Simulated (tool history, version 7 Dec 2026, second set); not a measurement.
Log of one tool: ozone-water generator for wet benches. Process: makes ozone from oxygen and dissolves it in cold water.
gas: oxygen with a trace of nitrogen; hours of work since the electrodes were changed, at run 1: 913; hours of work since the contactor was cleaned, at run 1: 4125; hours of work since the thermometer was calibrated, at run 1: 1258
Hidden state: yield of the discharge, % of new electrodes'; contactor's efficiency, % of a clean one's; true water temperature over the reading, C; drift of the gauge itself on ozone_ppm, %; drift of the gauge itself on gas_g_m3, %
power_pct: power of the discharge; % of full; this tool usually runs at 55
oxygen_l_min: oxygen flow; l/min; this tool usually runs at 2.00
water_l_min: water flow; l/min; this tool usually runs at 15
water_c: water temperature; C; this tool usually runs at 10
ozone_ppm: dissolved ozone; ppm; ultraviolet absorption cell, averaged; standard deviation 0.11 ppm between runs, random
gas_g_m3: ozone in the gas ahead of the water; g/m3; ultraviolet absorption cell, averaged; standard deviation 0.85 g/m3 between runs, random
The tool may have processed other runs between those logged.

run	hour	power_pct	oxygen_l_min	water_l_min	water_c	hours of work since the electrodes were changed	hours of work since the contactor was cleaned	hours of work since the thermometer was calibrated	ozone_ppm	gas_g_m3
1	0.0	55	2.00	15	10	913	4125	1258	9.0	135.6
2	157.6	55	2.00	15	18	1040	4252	1385	8.4	136.0
3	273.8	55	2.00	15	18	1134	4346	1479	8.3	135.9
4	403.0	55	2.45	15	10	1239	4450	1584	9.3	121.9
5	556.9	55	2.45	15	10	1363	4575	1708	9.4	119.8
6	690.3	55	2.45	15	10	1471	4683	1816	9.2	120.8
7	793.2	55	2.45	15	10	1554	4766	1899	9.1	120.0
8	881.3	55	2.45	15	10	1625	4837	1970	9.1	119.5
9	1013.9	55	2.00	15	9	1732	4944	2077	8.8	134.5
10	1088.6	55	2.00	15	9	1793	5005	2138	9.0	132.9
11	1188.2	55	2.00	15	9	1873	5085	2218	9.0	133.3
12	1308.8	55	2.00	15	9	1971	5182	2316	8.8	133.8
13	1407.0	55	2.00	15	9	2050	5262	2395	8.9	133.7
14	1498.9	55	2.00	15	10	2124	5336	2469	8.7	133.8
15	1591.5	55	2.00	15	10	2199	5411	2544	8.8	132.4
16	1717.2	52	2.00	11	11	2301	5513	2646	11.9	128.4
17	1844.9	55	3.39	15	8	2404	5616	2749	9.7	97.7
18	1941.1	55	3.28	15	9	2482	5693	2827	9.5	101.2
19	2031.1	55	2.47	15	9	2554	5766	2899	9.2	118.7
20	2133.9	55	2.00	22	6	2638	5849	2983	5.5	132.1
21	2299.1	78	2.00	15	10	2771	5983	3116	10.6	163.5
22	2416.4	55	2.00	15	9	2866	6078	3211	8.5	131.7
23	2550.2	55	2.00	15	9	2974	6186	3319	8.7	133.8
# hour 2574.3: contactor cleaned
24	2726.5	55	2.40	11	10	3113	123	3458	12.8	117.5
25	2895.2	98	2.02	16	10	3250	259	3595	12.2	187.4
26	2965.5	98	2.02	16	7	3306	316	3651	12.4	188.4
27	3077.7	98	2.02	16	7	3397	407	3742	12.4	187.5
28	3207.1	98	2.02	16	18	3502	511	3847	11.2	185.9
29	3333.6	73	3.02	10	9	3604	614	3949	17.2	123.7
30	3491.9	43	1.07	10	11	3732	742	4077	10.6	156.5

Branching from run 30: 3 alternative next runs. What would each branch give?
A	3654.5	98	1.32	9	11	3863	873	4208	?	?
B	3654.5	79	1.32	15	6	3863	873	4208	?	?
C	3654.5	55	1.24	15	16	3863	873	4208	?	?

run	ozone_ppm	gas_g_m3
A	20.6	233.3
B	10.5	204.1
C	7.5	167.6
Stripped of hidden state, with their random variation kept, the same runs would have yielded:
run	ozone_ppm	gas_g_m3
A	22.6	254.6
B	11.4	220.6
C	8.1	178.1
